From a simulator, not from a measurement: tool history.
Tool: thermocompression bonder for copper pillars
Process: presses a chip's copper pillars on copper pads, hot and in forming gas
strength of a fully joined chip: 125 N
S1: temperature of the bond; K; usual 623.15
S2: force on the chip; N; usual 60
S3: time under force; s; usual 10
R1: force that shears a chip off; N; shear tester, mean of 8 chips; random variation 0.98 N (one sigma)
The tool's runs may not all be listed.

{"run": 1, "hour": 0.0, "S1": 623.15, "S2": 60, "S3": 10, "R1": 84.6}
{"run": 2, "hour": 21.8, "S1": 623.15, "S2": 60, "S3": 10, "R1": 83.1}
{"run": 3, "hour": 39.8, "S1": 623.15, "S2": 60, "S3": 10, "R1": 83.6}
{"run": 4, "hour": 58.8, "S1": 623.15, "S2": 60, "S3": 10, "R1": 81.8}
{"run": 5, "hour": 76.1, "S1": 623.15, "S2": 60, "S3": 10, "R1": 81.9}
{"run": 6, "hour": 89.0, "S1": 623.15, "S2": 60, "S3": 10, "R1": 83.7}
{"run": 7, "hour": 107.7, "S1": 623.15, "S2": 60, "S3": 10, "R1": 82.8}
{"hour": 112.9, "done": "forming gas filter changed"}
{"run": 8, "hour": 122.3, "S1": 623.15, "S2": 60, "S3": 10, "R1": 85.1}
{"run": 9, "hour": 134.9, "S1": 623.15, "S2": 60, "S3": 10, "R1": 84.9}
{"hour": 145.2, "done": "heater calibrated with a thermocouple chip"}
{"run": 10, "hour": 151.9, "S1": 623.15, "S2": 60, "S3": 10, "R1": 83.3}
{"run": 11, "hour": 170.4, "S1": 623.15, "S2": 60, "S3": 12, "R1": 87.4}
{"run": 12, "hour": 196.6, "S1": 609.15, "S2": 60, "S3": 10, "R1": 76.8}
{"run": 13, "hour": 213.4, "S1": 609.15, "S2": 60, "S3": 10, "R1": 78.5}
{"run": 14, "hour": 240.0, "S1": 623.15, "S2": 44, "S3": 10, "R1": 69.4}
{"run": 15, "hour": 262.0, "S1": 623.15, "S2": 44, "S3": 10, "R1": 69.1}
{"run": 16, "hour": 289.5, "S1": 623.15, "S2": 60, "S3": 10, "R1": 84.5}
{"run": 17, "hour": 319.1, "S1": 646.15, "S2": 60, "S3": 10, "R1": 92.9}
{"run": 18, "hour": 332.6, "S1": 646.15, "S2": 60, "S3": 10, "R1": 93.2}
{"run": 19, "hour": 356.7, "S1": 623.15, "S2": 60, "S3": 10, "R1": 81.5}
{"run": 20, "hour": 377.6, "S1": 623.15, "S2": 37, "S3": 10, "R1": 60.6}
{"run": 21, "hour": 397.5, "S1": 635.15, "S2": 70, "S3": 26, "R1": 111.7}
{"hour": 399.2, "done": "forming gas filter changed"}
{"run": 22, "hour": 416.7, "S1": 635.15, "S2": 70, "S3": 26, "R1": 112.8}
{"run": 23, "hour": 438.9, "S1": 613.15, "S2": 76, "S3": 6, "R1": 77.7}
{"run": 24, "hour": 465.6, "S1": 596.15, "S2": 60, "S3": 11, "R1": 73.8}
{"run": 25, "hour": 491.2, "S1": 604.15, "S2": 84, "S3": 10, "R1": 89.5}
{"run": 26, "hour": 512.3, "S1": 601.15, "S2": 60, "S3": 7, "R1": 66.2}
{"run": 27, "hour": 536.3, "S1": 623.15, "S2": 60, "S3": 7, "R1": 74.4}
{"run": 28, "hour": 558.6, "S1": 623.15, "S2": 60, "S3": 7, "R1": 75.7}
{"run": 29, "hour": 582.7, "S1": 623.15, "S2": 60, "S3": 12, "R1": 87.1}
{"run": 30, "hour": 598.3, "S1": 600.15, "S2": 59, "S3": 24, "R1": 92.4}
{"run": 31, "hour": 618.8, "S1": 600.15, "S2": 59, "S3": 24, "R1": 92.3}
{"run": 32, "hour": 637.6, "S1": 600.15, "S2": 59, "S3": 24, "R1": 93.9}
{"run": 33, "hour": 657.9, "S1": 652.15, "S2": 38, "S3": 10, "R1": 73.8}
{"run": 34, "hour": 672.5, "S1": 643.15, "S2": 86, "S3": 10, "R1": 106.4}
{"hour": 683.4, "done": "forming gas filter changed"}
{"run": 35, "hour": 697.2, "S1": 643.15, "S2": 90, "S3": 7, "R1": 103}
{"run": 36, "hour": 720.6, "S1": 643.15, "S2": 90, "S3": 7, "R1": 103.4}

Forecast run 37:
{"run": 37, "hour": 746.8, "S1": 631.15, "S2": 42, "S3": 9, "R1": "?"}

{"run 37": {"R1": 68.5}}
Without the tool's hidden state the same run would have given R1 68.5 N.

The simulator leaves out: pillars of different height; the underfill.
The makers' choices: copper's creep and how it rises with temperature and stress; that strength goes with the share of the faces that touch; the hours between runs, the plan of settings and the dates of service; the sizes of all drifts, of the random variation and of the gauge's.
